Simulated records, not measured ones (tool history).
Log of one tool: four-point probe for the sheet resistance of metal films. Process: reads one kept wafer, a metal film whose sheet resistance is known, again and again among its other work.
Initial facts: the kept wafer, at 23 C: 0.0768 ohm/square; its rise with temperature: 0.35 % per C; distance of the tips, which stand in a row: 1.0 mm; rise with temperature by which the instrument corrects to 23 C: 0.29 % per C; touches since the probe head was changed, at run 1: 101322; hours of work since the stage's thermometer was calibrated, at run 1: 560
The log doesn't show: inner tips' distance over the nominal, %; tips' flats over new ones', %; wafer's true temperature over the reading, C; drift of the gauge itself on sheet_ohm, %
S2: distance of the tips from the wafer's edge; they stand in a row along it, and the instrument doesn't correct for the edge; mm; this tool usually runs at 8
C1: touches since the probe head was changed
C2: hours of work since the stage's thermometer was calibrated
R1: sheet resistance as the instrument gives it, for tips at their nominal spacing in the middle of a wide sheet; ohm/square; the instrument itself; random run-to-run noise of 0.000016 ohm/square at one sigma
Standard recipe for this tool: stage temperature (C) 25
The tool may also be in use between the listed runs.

run 1 day=0.000 | stage_temperature_(C)=25 S2=8 | C1=101322 C2=560 | R1=0.076693
run 2 day=4.221 | stage_temperature_(C)=25 S2=8 | C1=105625 C2=615 | R1=0.076674
run 3 day=6.575 | stage_temperature_(C)=25 S2=8 | C1=108024 C2=646 | R1=0.076648
run 4 day=9.583 | stage_temperature_(C)=25 S2=40 | C1=111088 C2=686 | R1=0.076032
run 5 day=12.775 | stage_temperature_(C)=25 S2=40 | C1=114341 C2=728 | R1=0.075961
run 6 day=15.346 | stage_temperature_(C)=25 S2=40 | C1=116960 C2=762 | R1=0.075941
-- day=15.738 new probe head fitted
-- day=15.758 stage's thermometer calibrated
run 7 day=18.288 | stage_temperature_(C)=25 S2=26 | C1=2579 C2=33 | R1=0.076991
run 8 day=20.175 | stage_temperature_(C)=25 S2=26 | C1=4503 C2=58 | R1=0.076970
run 9 day=23.204 | stage_temperature_(C)=25 S2=4 | C1=7588 C2=98 | R1=0.079397

Forecast run 10:
run 10 day=25.133 | stage_temperature_(C)=25 S2=8 | C1=9554 C2=124 | R1=?

Run 10 produced R1 0.077484 ohm/square.
Take away the tool's hidden state, keep the run-to-run variation as it was, and the same run would have given R1 0.077521 ohm/square.
